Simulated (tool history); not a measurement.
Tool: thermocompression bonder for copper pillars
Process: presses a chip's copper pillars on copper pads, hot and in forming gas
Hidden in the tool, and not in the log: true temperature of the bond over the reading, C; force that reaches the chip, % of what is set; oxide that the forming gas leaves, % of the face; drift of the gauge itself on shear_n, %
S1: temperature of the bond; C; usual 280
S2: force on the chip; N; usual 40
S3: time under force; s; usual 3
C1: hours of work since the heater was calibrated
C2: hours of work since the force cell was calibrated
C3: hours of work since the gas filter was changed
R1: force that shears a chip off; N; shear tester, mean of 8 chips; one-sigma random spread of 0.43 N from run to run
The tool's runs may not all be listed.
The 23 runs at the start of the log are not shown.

| run | hour | S1 | S2 | S3 | C1 | C2 | C3 | R1 |
|---|---|---|---|---|---|---|---|---|
| 24 | 268.6 | 276 | 39 | 3 | 489 | 411 | 38 | 58.4 |
| 25 | 282.8 | 276 | 39 | 3 | 496 | 418 | 45 | 58.7 |
| 26 | 289.9 | 280 | 51 | 5 | 499 | 421 | 49 | 74.8 |
|  | 293.1 | heater calibrated with a thermocouple chip |
| 27 | 303.5 | 308 | 49 | 5 | 5 | 427 | 54 | 79.3 |
| 28 | 311.0 | 282 | 30 | 3 | 9 | 431 | 58 | 51.6 |
| 29 | 318.7 | 296 | 46 | 3 | 13 | 435 | 62 | 72.9 |
|  | 329.5 | heater calibrated with a thermocouple chip, once more |
| 30 | 334.8 | 292 | 46 | 3 | 3 | 442 | 69 | 68.5 |
| 31 | 342.4 | 280 | 57 | 9 | 6 | 445 | 73 | 79.2 |

Run 32 comes next. What will it give?
| 32 | 353.3 | 259 | 29 | 2 | 12 | 451 | 78 | ? |

{"run 32": {"R1": 29.9}}
Minus the tool's unlogged condition, the same run would have read R1 31.0 N.
